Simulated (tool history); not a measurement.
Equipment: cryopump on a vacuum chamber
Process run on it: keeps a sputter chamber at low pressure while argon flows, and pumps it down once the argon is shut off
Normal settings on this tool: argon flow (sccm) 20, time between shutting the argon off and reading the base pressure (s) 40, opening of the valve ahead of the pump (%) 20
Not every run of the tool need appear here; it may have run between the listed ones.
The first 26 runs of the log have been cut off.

run,hour,argon flow (sccm),time between shutting the argon off and reading the base pressure (s),opening of the valve ahead of the pump (%),hours of work since the pump was warmed up and emptied,hours of work since the cold head was overhauled,hours of work since the chamber's fittings were tightened,pressure while argon flows (Pa),pressure after the wait (uPa)
27,288.4,12,90,20,572,572,1987,0.0625,2.87
28,296.4,20,61,33,578,578,1993,0.0634,3.32
29,310.3,29,24,43,589,589,2004,0.0723,5.45
30,322.8,9,47,33,598,598,2013,0.0285,3.74
31,329.6,9,47,33,603,603,2019,0.0289,3.79
32,339.1,20,248,28,611,611,2026,0.0753,2.26
33,353.1,20,248,28,621,621,2037,0.075,2.29
34,367.2,21,97,28,632,632,2047,0.079,2.85
35,374.7,15,97,31,638,638,2053,0.0509,2.85

Here are 3 independent what-if runs from the current tool condition. What would each one return?
A,387.7,15,97,17,648,648,2063,?,?
B,387.7,13,216,28,648,648,2063,?,?
C,387.7,9,87,46,648,648,2063,?,?

run,pressure while argon flows (Pa),pressure after the wait (uPa)
A,0.0909,2.87
B,0.0487,2.35
C,0.0207,2.96
The same runs, with their run-to-run variation unchanged, on a tool lacking any hidden condition would have given:
run,pressure while argon flows (Pa),pressure after the wait (uPa)
A,0.0885,1.09
B,0.0465,0.58
C,0.0193,1.18

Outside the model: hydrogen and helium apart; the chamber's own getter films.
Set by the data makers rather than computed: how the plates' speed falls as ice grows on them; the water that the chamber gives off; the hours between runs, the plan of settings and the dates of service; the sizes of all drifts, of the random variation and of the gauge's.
